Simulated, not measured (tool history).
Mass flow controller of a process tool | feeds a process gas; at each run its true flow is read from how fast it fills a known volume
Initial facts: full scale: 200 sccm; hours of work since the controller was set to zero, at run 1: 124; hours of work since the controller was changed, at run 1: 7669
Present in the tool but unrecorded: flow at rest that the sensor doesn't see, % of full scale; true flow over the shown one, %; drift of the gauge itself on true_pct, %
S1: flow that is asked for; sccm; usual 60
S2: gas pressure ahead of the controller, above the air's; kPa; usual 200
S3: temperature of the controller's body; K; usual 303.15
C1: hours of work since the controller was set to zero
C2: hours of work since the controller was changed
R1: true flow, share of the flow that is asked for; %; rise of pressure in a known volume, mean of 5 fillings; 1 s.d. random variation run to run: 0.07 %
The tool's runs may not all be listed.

run 1 hour=0 | S1=60 S2=200 S3=303.15 | C1=124 C2=7669 | R1=97.57
run 2 hour=177.9 | S1=60 S2=200 S3=303.15 | C1=215 C2=7760 | R1=97.51
run 3 hour=497.1 | S1=60 S2=200 S3=303.15 | C1=377 C2=7922 | R1=97.54
run 4 hour=696.2 | S1=60 S2=200 S3=303.15 | C1=478 C2=8023 | R1=97.61
run 5 hour=882.2 | S1=60 S2=188 S3=303.15 | C1=572 C2=8117 | R1=97.72
run 6 hour=1221.9 | S1=60 S2=188 S3=303.15 | C1=745 C2=8290 | R1=97.91
run 7 hour=1467.4 | S1=60 S2=200 S3=303.15 | C1=870 C2=8415 | R1=97.72
run 8 hour=1802.1 | S1=60 S2=200 S3=303.15 | C1=1040 C2=8585 | R1=97.91
run 9 hour=1988.3 | S1=34 S2=200 S3=303.15 | C1=1134 C2=8679 | R1=97.4
run 10 hour=2186.1 | S1=34 S2=200 S3=303.15 | C1=1235 C2=8780 | R1=97.44
run 11 hour=2489.6 | S1=34 S2=200 S3=303.15 | C1=1389 C2=8934 | R1=97.49
run 12 hour=2894.6 | S1=34 S2=200 S3=303.15 | C1=1595 C2=9140 | R1=97.51
run 13 hour=3116.6 | S1=34 S2=200 S3=303.15 | C1=1707 C2=9252 | R1=97.61
run 14 hour=3491.1 | S1=60 S2=200 S3=303.15 | C1=1898 C2=9443 | R1=98.04
run 15 hour=3693.9 | S1=60 S2=234 S3=303.15 | C1=2001 C2=9546 | R1=97.93
run 16 hour=3875.5 | S1=60 S2=234 S3=303.15 | C1=2093 C2=9638 | R1=98.04
run 17 hour=4213 | S1=21 S2=187 S3=303.15 | C1=2264 C2=9809 | R1=97.63
run 18 hour=4453.5 | S1=60 S2=200 S3=312.15 | C1=2387 C2=9932 | R1=98.06
run 19 hour=4712.1 | S1=175 S2=273 S3=300.15 | C1=2518 C2=10063 | R1=99.81
run 20 hour=5078.1 | S1=60 S2=200 S3=313.15 | C1=2704 C2=10249 | R1=98.24
run 21 hour=5328.7 | S1=109 S2=200 S3=308.15 | C1=2831 C2=10376 | R1=99.17
-- hour=5387.9 gauge calibrated
run 22 hour=5623.2 | S1=109 S2=200 S3=312.15 | C1=2981 C2=10526 | R1=98.13
run 23 hour=5937.2 | S1=109 S2=200 S3=312.15 | C1=3140 C2=10685 | R1=98.17
run 24 hour=6263.2 | S1=119 S2=218 S3=294.15 | C1=3306 C2=10851 | R1=98.8
run 25 hour=6537.5 | S1=119 S2=218 S3=294.15 | C1=3445 C2=10990 | R1=98.84
run 26 hour=6712.4 | S1=119 S2=218 S3=294.15 | C1=3534 C2=11079 | R1=98.89
run 27 hour=6904.1 | S1=59 S2=200 S3=311.15 | C1=3631 C2=11176 | R1=97.51

Expected results for the next run?
run 28 hour=7312.9 | S1=97 S2=212 S3=305.15 | C1=3839 C2=11384 | R1=?

{"run 28": {"R1": 98.36}}
Minus the tool's unlogged condition, the same run would have read R1 98.02 %.

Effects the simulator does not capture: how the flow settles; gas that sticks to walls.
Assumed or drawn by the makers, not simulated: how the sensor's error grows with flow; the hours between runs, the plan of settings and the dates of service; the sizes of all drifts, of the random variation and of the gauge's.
